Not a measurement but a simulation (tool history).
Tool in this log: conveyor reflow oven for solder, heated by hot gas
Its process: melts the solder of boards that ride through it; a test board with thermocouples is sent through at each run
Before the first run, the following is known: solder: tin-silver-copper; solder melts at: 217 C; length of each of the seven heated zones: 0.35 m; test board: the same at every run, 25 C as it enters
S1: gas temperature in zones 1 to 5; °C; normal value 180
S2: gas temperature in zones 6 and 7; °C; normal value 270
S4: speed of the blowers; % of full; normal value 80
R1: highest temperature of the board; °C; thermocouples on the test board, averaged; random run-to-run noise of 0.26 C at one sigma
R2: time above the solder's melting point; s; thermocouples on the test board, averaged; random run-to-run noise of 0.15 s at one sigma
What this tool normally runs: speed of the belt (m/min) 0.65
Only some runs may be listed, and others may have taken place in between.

Run 1, hour 0: usual settings. Result: R1 258.5 °C, R2 54.3 s.
Run 2, hour 17.9: usual settings. Result: R1 257.6 °C, R2 54.5 s.
Run 3, hour 32.6: usual settings. Result: R1 258 °C, R2 54.2 s.
Run 4, hour 48.3: usual settings but speed of the belt (m/min) 0.632. Result: R1 258.8 °C, R2 56.1 s.
Run 5, hour 66.9: usual settings but speed of the belt (m/min) 0.632. Result: R1 258.5 °C, R2 56.4 s.
Run 6, hour 82.6: usual settings but S2 263 °C. Result: R1 251.1 °C, R2 50.9 s.
Run 7, hour 98.8: usual settings but S1 179 °C. Result: R1 257.6 °C, R2 53.8 s.
Run 8, hour 109.1: usual settings but S1 179 °C. Result: R1 257.6 °C, R2 53.9 s.
Run 9, hour 122.2: usual settings but S1 179 °C, speed of the belt (m/min) 0.591. Result: R1 259.9 °C, R2 60.7 s.
At hour 128.3: flux residue cleaned out of gas plates and filters.
Run 10, hour 137.5: usual settings but S1 179 °C, speed of the belt (m/min) 0.591. Result: R1 259.7 °C, R2 60.8 s.
Run 11, hour 155: usual settings but S1 179 °C, speed of the belt (m/min) 0.591. Result: R1 259.4 °C, R2 61.1 s.
Run 12, hour 173.3: usual settings but S1 190 °C, speed of the belt (m/min) 0.591. Result: R1 260.8 °C, R2 65.2 s.
Run 13, hour 181.1: usual settings but S1 172 °C, S2 278 °C, speed of the belt (m/min) 0.56, S4 85 % of full. Result: R1 268.3 °C, R2 66.1 s.
Run 14, hour 189.9: usual settings but S1 172 °C, S2 278 °C, speed of the belt (m/min) 0.56, S4 85 % of full. Result: R1 268.3 °C, R2 66.1 s.
Run 15, hour 198.2: usual settings but S1 172 °C, S2 278 °C, speed of the belt (m/min) 0.56, S4 85 % of full. Result: R1 267.8 °C, R2 66.1 s.
Run 16, hour 212.5: usual settings but S4 63 % of full. Result: R1 253.5 °C, R2 51.5 s.
At hour 231.9: flux residue cleaned out of gas plates and filters, once more.
Run 17, hour 235.7: usual settings but S4 63 % of full. Result: R1 255.4 °C, R2 53.1 s.

What will run 18 give?
Run 18, hour 251: usual settings but S4 63 % of full. Result: R1 ?, R2 ?.

Run 18 came out at R1 255.6 °C, R2 53.1 s.
With no hidden state in the tool, this same run would have given R1 255.7 °C, R2 52.6 s.
